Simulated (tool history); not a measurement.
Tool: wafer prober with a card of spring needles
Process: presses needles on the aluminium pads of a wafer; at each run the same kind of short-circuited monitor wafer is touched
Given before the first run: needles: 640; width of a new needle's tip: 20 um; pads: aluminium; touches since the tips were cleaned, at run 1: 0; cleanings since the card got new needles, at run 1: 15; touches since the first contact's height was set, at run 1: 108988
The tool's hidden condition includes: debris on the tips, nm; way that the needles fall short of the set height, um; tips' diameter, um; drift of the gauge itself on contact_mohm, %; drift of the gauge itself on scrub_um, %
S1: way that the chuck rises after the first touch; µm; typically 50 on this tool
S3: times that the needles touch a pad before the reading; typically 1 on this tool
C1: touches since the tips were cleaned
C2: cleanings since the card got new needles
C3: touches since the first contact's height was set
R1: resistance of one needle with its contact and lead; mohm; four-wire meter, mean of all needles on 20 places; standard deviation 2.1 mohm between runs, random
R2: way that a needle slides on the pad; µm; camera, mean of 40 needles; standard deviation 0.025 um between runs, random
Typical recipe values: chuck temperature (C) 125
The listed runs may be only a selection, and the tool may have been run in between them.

Run 1, hour 0.0: usual settings; C1 0; C2 15; C3 108988. Result: R1 236 mohm, R2 9.27 µm.
Run 2, hour 11.1: usual settings but chuck temperature (C) 35; C1 2938; C2 15; C3 111926. Result: R1 345 mohm, R2 9.34 µm.
At hour 25.2: tips cleaned on abrasive film.
Run 3, hour 35.1: usual settings but chuck temperature (C) 35; C1 2607; C2 16; C3 118242. Result: R1 343 mohm, R2 9.28 µm.
At hour 50.2: tips cleaned on abrasive film.
Run 4, hour 56.9: usual settings but chuck temperature (C) 121; C1 1765; C2 17; C3 123982. Result: R1 324 mohm, R2 9.26 µm.
At hour 75.5: tips cleaned on abrasive film.
Run 5, hour 78.0: usual settings but chuck temperature (C) 121; C1 677; C2 18; C3 129545. Result: R1 270 mohm, R2 9.23 µm.
Run 6, hour 94.5: usual settings but chuck temperature (C) 121; C1 5050; C2 18; C3 133918. Result: R1 395 mohm, R2 9.25 µm.
At hour 101.1: tips cleaned on abrasive film.
Run 7, hour 115.2: usual settings but chuck temperature (C) 121; C1 3717; C2 19; C3 139350. Result: R1 370 mohm, R2 9.26 µm.
At hour 127.8: tips cleaned on abrasive film.
Run 8, hour 128.1: usual settings but chuck temperature (C) 121; C1 89; C2 20; C3 142743. Result: R1 259 mohm, R2 9.23 µm.
Run 9, hour 150.1: usual settings but chuck temperature (C) 121; C1 5904; C2 20; C3 148558. Result: R1 414 mohm, R2 9.24 µm.
At hour 153.9: tips cleaned on abrasive film.
Run 10, hour 165.5: usual settings but S1 30 µm; C1 3069; C2 21; C3 152622. Result: R1 639 mohm, R2 5.36 µm.
At hour 179.9: tips cleaned on abrasive film.
Run 11, hour 180.1: usual settings but S1 30 µm; C1 50; C2 22; C3 156432. Result: R1 325 mohm, R2 5.32 µm.
Run 12, hour 193.0: usual settings but S1 30 µm; C1 3478; C2 22; C3 159860. Result: R1 674 mohm, R2 5.25 µm.
At hour 206.4: tips cleaned on abrasive film.
Run 13, hour 208.8: usual settings but S1 30 µm; C1 619; C2 23; C3 164005. Result: R1 381 mohm, R2 5.29 µm.
Run 14, hour 228.6: usual settings; C1 5858; C2 23; C3 169244. Result: R1 416 mohm, R2 9.15 µm.
At hour 232.1: tips cleaned on abrasive film.
At hour 239.9: height of the first contact set anew.
Run 15, hour 240.9: usual settings; C1 2225; C2 24; C3 242. Result: R1 318 mohm, R2 9.64 µm.
At hour 258.4: tips cleaned on abrasive film.
Run 16, hour 258.4: usual settings; C1 0; C2 25; C3 4856. Result: R1 249 mohm, R2 9.61 µm.
Run 17, hour 273.0: usual settings; C1 3862; C2 25; C3 8718. Result: R1 361 mohm, R2 9.60 µm.
At hour 283.7: tips cleaned on abrasive film.
Run 18, hour 297.2: usual settings; C1 3582; C2 26; C3 15104. Result: R1 365 mohm, R2 9.60 µm.
At hour 309.6: tips cleaned on abrasive film.
Run 19, hour 311.9: usual settings but S1 65 µm, S3 2; C1 608; C2 27; C3 18963. Result: R1 238 mohm, R2 12.44 µm.
Run 20, hour 322.9: usual settings but S1 65 µm, S3 2; C1 3521; C2 27; C3 21876. Result: R1 266 mohm, R2 12.47 µm.
At hour 334.6: tips cleaned on abrasive film.
Run 21, hour 336.3: usual settings but S1 56 µm, chuck temperature (C) 70; C1 428; C2 28; C3 25373. Result: R1 239 mohm, R2 10.72 µm.
Run 22, hour 359.3: usual settings but S1 56 µm, chuck temperature (C) 70; C1 6513; C2 28; C3 31458. Result: R1 373 mohm, R2 10.69 µm.
At hour 360.9: tips cleaned on abrasive film.
Run 23, hour 374.9: usual settings but S1 47 µm, chuck temperature (C) 29; C1 3682; C2 29; C3 35557. Result: R1 388 mohm, R2 8.94 µm.
At hour 386.1: tips cleaned on abrasive film.
Run 24, hour 399.1: usual settings but S1 56 µm, chuck temperature (C) 66, S3 2; C1 3435; C2 30; C3 41931. Result: R1 282 mohm, R2 10.67 µm.
At hour 412.5: tips cleaned on abrasive film.
Run 25, hour 417.7: usual settings but S1 46 µm, chuck temperature (C) 32, S3 3; C1 1396; C2 31; C3 46847. Result: R1 245 mohm, R2 8.69 µm.
Run 26, hour 435.3: usual settings but S1 38 µm, chuck temperature (C) 41, S3 2; C1 6047; C2 31; C3 51498. Result: R1 428 mohm, R2 7.21 µm.
At hour 437.9: tips cleaned on abrasive film.
Run 27, hour 459.9: usual settings but S1 38 µm, chuck temperature (C) 41, S3 2; C1 5821; C2 32; C3 57972. Result: R1 436 mohm, R2 7.12 µm.
At hour 464.0: tips cleaned on abrasive film.
Run 28, hour 473.2: usual settings but S1 66 µm, chuck temperature (C) 39, S3 2; C1 2440; C2 33; C3 61473. Result: R1 244 mohm, R2 12.44 µm.
At hour 490.2: tips cleaned on abrasive film.
Run 29, hour 497.7: usual settings but S1 38 µm, chuck temperature (C) 39; C1 1960; C2 34; C3 67910. Result: R1 406 mohm, R2 7.09 µm.
Run 30, hour 508.5: usual settings but S1 47 µm; C1 4825; C2 34; C3 70775. Result: R1 425 mohm, R2 8.83 µm.
At hour 516.5: tips cleaned on abrasive film.
Run 31, hour 525.5: usual settings but S1 41 µm, chuck temperature (C) 54, S3 2; C1 2384; C2 35; C3 75253. Result: R1 329 mohm, R2 7.65 µm.
Run 32, hour 539.3: usual settings but chuck temperature (C) 67, S3 3; C1 6040; C2 35; C3 78909. Result: R1 290 mohm, R2 9.42 µm.
At hour 543.1: tips cleaned on abrasive film.
Run 33, hour 558.3: usual settings but S1 57 µm, chuck temperature (C) 53; C1 4024; C2 36; C3 83910. Result: R1 348 mohm, R2 10.73 µm.

Below are 5 alternative next runs, each starting from the tool's condition after run 33. Predict each:
At hour 568.6: tips cleaned on abrasive film.
Run A, hour 576.7: usual settings but S1 65 µm, chuck temperature (C) 30, S3 2; C1 2127; C2 37; C3 88730. Result: R1 ?, R2 ?.
At hour 568.6: tips cleaned on abrasive film.
Run B, hour 576.7: usual settings but S1 36 µm, chuck temperature (C) 58, S3 2; C1 2127; C2 37; C3 88730. Result: R1 ?, R2 ?.
At hour 568.6: tips cleaned on abrasive film.
Run C, hour 576.7: usual settings but S1 61 µm, chuck temperature (C) 39, S3 2; C1 2127; C2 37; C3 88730. Result: R1 ?, R2 ?.
At hour 568.6: tips cleaned on abrasive film.
Run D, hour 576.7: usual settings but S1 45 µm, chuck temperature (C) 38, S3 2; C1 2127; C2 37; C3 88730. Result: R1 ?, R2 ?.
At hour 568.6: tips cleaned on abrasive film.
Run E, hour 576.7: usual settings but S1 57 µm, chuck temperature (C) 63; C1 2127; C2 37; C3 88730. Result: R1 ?, R2 ?.

run   R1     R2
  A  242  12.24
  B  367   6.65
  C  255  11.46
  D  312   8.36
  E  305  10.69
Without the tool's unlogged condition, the same runs would have read:
run   R1     R2
  A  195  12.53
  B  221   6.94
  C  202  11.74
  D  213   8.65
  E  207  10.98
